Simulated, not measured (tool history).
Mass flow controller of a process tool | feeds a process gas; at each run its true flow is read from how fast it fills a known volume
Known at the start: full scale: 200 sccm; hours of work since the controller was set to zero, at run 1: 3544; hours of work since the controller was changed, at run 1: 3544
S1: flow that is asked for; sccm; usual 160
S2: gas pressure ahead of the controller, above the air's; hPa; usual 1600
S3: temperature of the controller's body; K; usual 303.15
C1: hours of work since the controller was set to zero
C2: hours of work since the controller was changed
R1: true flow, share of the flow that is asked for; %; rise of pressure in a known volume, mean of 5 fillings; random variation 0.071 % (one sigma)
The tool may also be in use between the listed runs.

run,hour,S1,S2,S3,C1,C2,R1
1,0,160,1600,303.15,3544,3544,99.97
2,429.9,160,1600,297.15,3872,3872,99.57
3,702.2,160,1600,297.15,4079,4079,99.73
4,1145.6,160,1600,297.15,4417,4417,99.77
5,1566.9,160,1600,297.15,4738,4738,100.01
6,1999.9,160,1600,297.15,5068,5068,100.24
7,2426.6,160,1600,303.15,5394,5394,100.97
8,2704.8,144,1600,303.15,5606,5606,100.98
9,3193.5,144,1600,303.15,5978,5978,101.17
10,3657.4,56,1680,311.15,6332,6332,101.48
# hour 3942.6: controller's zero set anew
11,4102.1,105,1680,311.15,122,6670,102.04
12,4599.9,84,1670,298.15,501,7050,100.7

Forecast run 13:
# hour 4852.7: gauge calibrated
13,4887.6,160,1890,300.15,720,7269,?

R1: 99.96 %
Without the tool's hidden state the same run would have given R1 99.96 %.
